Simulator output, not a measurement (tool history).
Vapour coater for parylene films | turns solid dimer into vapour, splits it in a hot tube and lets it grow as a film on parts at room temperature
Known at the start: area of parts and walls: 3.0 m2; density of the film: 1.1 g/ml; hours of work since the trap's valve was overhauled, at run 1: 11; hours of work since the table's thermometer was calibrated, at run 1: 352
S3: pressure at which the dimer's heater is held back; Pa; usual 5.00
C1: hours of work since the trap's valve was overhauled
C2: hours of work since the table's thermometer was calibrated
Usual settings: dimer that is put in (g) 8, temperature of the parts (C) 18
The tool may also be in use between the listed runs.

{"run": 1, "day": 0.0, "dimer that is put in (g)": 8, "temperature of the parts (C)": 18, "S3": 5.0, "C1": 11, "C2": 352, "thickness of the film (um)": 1.13}
{"run": 2, "day": 0.596, "dimer that is put in (g)": 8, "temperature of the parts (C)": 18, "S3": 5.0, "C1": 18, "C2": 359, "thickness of the film (um)": 1.11}
{"run": 3, "day": 1.292, "dimer that is put in (g)": 8, "temperature of the parts (C)": 18, "S3": 5.0, "C1": 26, "C2": 367, "thickness of the film (um)": 1.13}
{"run": 4, "day": 1.933, "dimer that is put in (g)": 8, "temperature of the parts (C)": 18, "S3": 9.33, "C1": 34, "C2": 375, "thickness of the film (um)": 1.06}
{"run": 5, "day": 2.283, "dimer that is put in (g)": 8, "temperature of the parts (C)": 18, "S3": 9.33, "C1": 38, "C2": 379, "thickness of the film (um)": 1.05}
{"run": 6, "day": 2.742, "dimer that is put in (g)": 8, "temperature of the parts (C)": 18, "S3": 9.33, "C1": 43, "C2": 384, "thickness of the film (um)": 1.08}
{"run": 7, "day": 3.438, "dimer that is put in (g)": 8, "temperature of the parts (C)": 18, "S3": 9.33, "C1": 51, "C2": 392, "thickness of the film (um)": 1.04}
{"run": 8, "day": 3.838, "dimer that is put in (g)": 8, "temperature of the parts (C)": 18, "S3": 9.33, "C1": 56, "C2": 397, "thickness of the film (um)": 1.04}
{"run": 9, "day": 4.254, "dimer that is put in (g)": 7, "temperature of the parts (C)": 18, "S3": 5.0, "C1": 61, "C2": 402, "thickness of the film (um)": 0.98}
{"run": 10, "day": 4.958, "dimer that is put in (g)": 7, "temperature of the parts (C)": 18, "S3": 5.0, "C1": 69, "C2": 410, "thickness of the film (um)": 0.95}
{"run": 11, "day": 5.692, "dimer that is put in (g)": 8, "temperature of the parts (C)": 18, "S3": 8.68, "C1": 78, "C2": 419, "thickness of the film (um)": 1.07}
{"run": 12, "day": 6.396, "dimer that is put in (g)": 8, "temperature of the parts (C)": 18, "S3": 8.68, "C1": 86, "C2": 427, "thickness of the film (um)": 1.07}
{"run": 13, "day": 6.788, "dimer that is put in (g)": 8, "temperature of the parts (C)": 18, "S3": 8.68, "C1": 91, "C2": 432, "thickness of the film (um)": 1.06}
{"run": 14, "day": 7.479, "dimer that is put in (g)": 8, "temperature of the parts (C)": 18, "S3": 8.68, "C1": 99, "C2": 440, "thickness of the film (um)": 1.06}
{"run": 15, "day": 8.117, "dimer that is put in (g)": 8, "temperature of the parts (C)": 18, "S3": 2.88, "C1": 106, "C2": 447, "thickness of the film (um)": 1.14}
{"run": 16, "day": 8.629, "dimer that is put in (g)": 5, "temperature of the parts (C)": 18, "S3": 4.95, "C1": 112, "C2": 453, "thickness of the film (um)": 0.68}
{"run": 17, "day": 9.246, "dimer that is put in (g)": 8, "temperature of the parts (C)": 16, "S3": 5.0, "C1": 119, "C2": 460, "thickness of the film (um)": 1.21}
{"run": 18, "day": 9.596, "dimer that is put in (g)": 7, "temperature of the parts (C)": 20, "S3": 5.0, "C1": 123, "C2": 465, "thickness of the film (um)": 0.88}
{"run": 19, "day": 9.988, "dimer that is put in (g)": 7, "temperature of the parts (C)": 20, "S3": 5.0, "C1": 128, "C2": 469, "thickness of the film (um)": 0.88}
{"run": 20, "day": 10.779, "dimer that is put in (g)": 8, "temperature of the parts (C)": 19, "S3": 2.01, "C1": 137, "C2": 478, "thickness of the film (um)": 1.13}
{"run": 21, "day": 11.454, "dimer that is put in (g)": 8, "temperature of the parts (C)": 18, "S3": 3.19, "C1": 145, "C2": 486, "thickness of the film (um)": 1.14}
{"run": 22, "day": 11.858, "dimer that is put in (g)": 7, "temperature of the parts (C)": 18, "S3": 5.56, "C1": 150, "C2": 491, "thickness of the film (um)": 0.95}
{"run": 23, "day": 12.254, "dimer that is put in (g)": 7, "temperature of the parts (C)": 18, "S3": 5.56, "C1": 155, "C2": 496, "thickness of the film (um)": 0.94}
{"run": 24, "day": 12.838, "dimer that is put in (g)": 5, "temperature of the parts (C)": 18, "S3": 5.0, "C1": 161, "C2": 503, "thickness of the film (um)": 0.68}
{"run": 25, "day": 13.638, "dimer that is put in (g)": 5, "temperature of the parts (C)": 18, "S3": 5.0, "C1": 171, "C2": 512, "thickness of the film (um)": 0.66}
{"run": 26, "day": 14.425, "dimer that is put in (g)": 4, "temperature of the parts (C)": 18, "S3": 4.09, "C1": 180, "C2": 521, "thickness of the film (um)": 0.54}

Run 27 comes next. What will it give?
{"run": 27, "day": 15.012, "dimer that is put in (g)": 7, "temperature of the parts (C)": 26, "S3": 5.94, "C1": 187, "C2": 528, "thickness of the film (um)": "?"}

{"run 27": {"thickness of the film (um)": 0.65}}
Without the tool's hidden state the same run would have given thickness of the film (um) 0.69.
